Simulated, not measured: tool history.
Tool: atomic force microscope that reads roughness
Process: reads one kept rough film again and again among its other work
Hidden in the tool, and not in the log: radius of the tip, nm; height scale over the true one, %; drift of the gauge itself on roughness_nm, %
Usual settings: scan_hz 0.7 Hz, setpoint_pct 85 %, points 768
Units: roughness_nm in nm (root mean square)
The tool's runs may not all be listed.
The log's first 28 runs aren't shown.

run,day,scan_hz,setpoint_pct,points,pictures with this tip,hours of work since the height scale was calibrated,roughness_nm
29,26,0.7,73,768,216,943,4.101
30,27.333,1.441,71,528,290,965,3.939
# day 27.625: new tip fitted
31,28.058,0.7,85,659,23,977,4.289
32,29.417,2.792,85,768,99,1000,3.639
33,30.458,0.551,70,303,156,1018,4.164
34,31.171,0.741,87,382,196,1030,3.986
35,31.804,0.741,87,382,231,1041,3.924
36,33.104,0.871,83,524,303,1063,3.842
# day 33.233: new tip fitted
37,33.967,0.871,83,524,40,1077,4.239
38,34.771,1.11,85,646,85,1091,4.101
39,35.879,1.11,85,646,146,1110,3.979
40,36.829,1.56,58,804,199,1126,4.155
41,38.025,0.7,85,393,265,1146,3.94
# day 38.762: new tip fitted
42,38.871,2.496,85,393,5,1160,3.844
43,39.667,2.496,85,393,50,1174,3.768
44,40.458,2.322,80,768,93,1187,3.887
45,41.5,2.322,80,768,151,1205,3.814
46,42.692,1.693,69,768,217,1225,3.996
47,43.671,1.693,69,768,271,1242,3.938

Forecast each of these 4 alternatives for the next run:
# day 44.292: new tip fitted
A,44.725,1.172,82,469,24,1259,?
# day 44.292: new tip fitted
B,44.725,1.069,55,538,24,1259,?
# day 44.292: new tip fitted
C,44.725,2.07,89,627,24,1259,?
# day 44.292: new tip fitted
D,44.725,1.315,77,563,24,1259,?

run,roughness_nm
A,4.229
B,4.458
C,3.836
D,4.267
Without the tool's hidden state the same runs would have given:
run,roughness_nm
A,4.23
B,4.459
C,3.837
D,4.268
